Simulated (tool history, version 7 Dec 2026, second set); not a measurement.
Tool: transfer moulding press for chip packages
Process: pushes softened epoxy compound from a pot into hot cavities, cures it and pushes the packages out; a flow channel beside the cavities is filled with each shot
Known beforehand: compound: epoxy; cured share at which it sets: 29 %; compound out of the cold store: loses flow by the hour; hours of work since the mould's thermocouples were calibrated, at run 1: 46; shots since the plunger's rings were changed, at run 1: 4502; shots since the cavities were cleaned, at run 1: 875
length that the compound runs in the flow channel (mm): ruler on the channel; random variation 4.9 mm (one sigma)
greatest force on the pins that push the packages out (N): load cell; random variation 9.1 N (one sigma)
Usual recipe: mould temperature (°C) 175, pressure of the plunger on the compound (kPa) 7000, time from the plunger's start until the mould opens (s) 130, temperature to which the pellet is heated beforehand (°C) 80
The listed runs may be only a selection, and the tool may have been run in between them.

run	hour	mould temperature (°C)	pressure of the plunger on the compound (kPa)	time from the plunger's start until the mould opens (s)	temperature to which the pellet is heated beforehand (°C)	hours of work since the mould's thermocouples were calibrated	shots since the plunger's rings were changed	shots since the cavities were cleaned	incoming compound's hours out of the cold store	length that the compound runs in the flow channel (mm)	greatest force on the pins that push the packages out (N)
1	0.0	175	7000	130	80	46	4502	875	18.7	616	742
2	8.2	182	7000	130	80	52	4591	964	22.9	596	677
3	16.0	182	7000	130	82	58	4674	1047	27.1	581	683
4	25.0	182	7000	130	82	65	4772	1145	23.2	597	713
# hour 27.6: cavities cleaned with cleaning compound and waxed
# hour 38.5: plunger's sealing rings changed
5	41.3	182	7000	130	82	75	30	121	36.6	608	816
6	48.0	182	7000	130	82	80	102	193	39.2	605	788
7	54.9	182	7000	130	82	86	177	268	21.8	638	765
8	64.4	175	6750	130	80	93	280	371	43.1	590	798
9	78.2	175	7000	130	80	104	429	520	28.9	646	815
10	85.7	175	7000	130	80	110	510	601	30.0	629	777
11	97.6	175	7000	130	80	119	638	729	21.0	658	782
12	106.6	182	5550	130	72	126	734	825	8.7	590	729
# hour 114.0: cavities cleaned with cleaning compound and waxed, once more
13	114.8	179	8090	131	75	131	807	8	39.6	649	404
14	121.4	169	6540	161	80	137	878	79	25.0	646	501
15	128.6	169	6540	161	80	142	957	158	19.7	658	563
16	134.4	177	7000	130	82	147	1019	220	19.0	649	577
17	141.2	177	7000	130	82	152	1092	293	37.2	609	592
18	148.6	177	7000	130	82	158	1172	373	33.2	613	617
19	158.0	175	7000	130	89	165	1274	475	18.5	657	666
20	166.6	175	7450	130	87	172	1367	568	21.8	669	673
21	173.9	175	5380	154	77	178	1446	647	11.0	593	693

Predict each of these 4 candidate next runs independently; none follows another, all start after run 21:
A	182.2	175	5380	141	85	184	1535	736	29.0	?	?
B	182.2	175	7000	130	76	184	1535	736	33.2	?	?
C	182.2	175	7000	130	74	184	1535	736	37.3	?	?
D	182.2	175	5960	130	74	184	1535	736	23.8	?	?

run	length that the compound runs in the flow channel (mm)	greatest force on the pins that push the packages out (N)
A	555	691
B	628	718
C	610	737
D	601	716
With the hidden condition removed and each run's random variation left untouched, the same runs would have given:
run	length that the compound runs in the flow channel (mm)	greatest force on the pins that push the packages out (N)
A	568	395
B	643	413
C	625	424
D	615	412
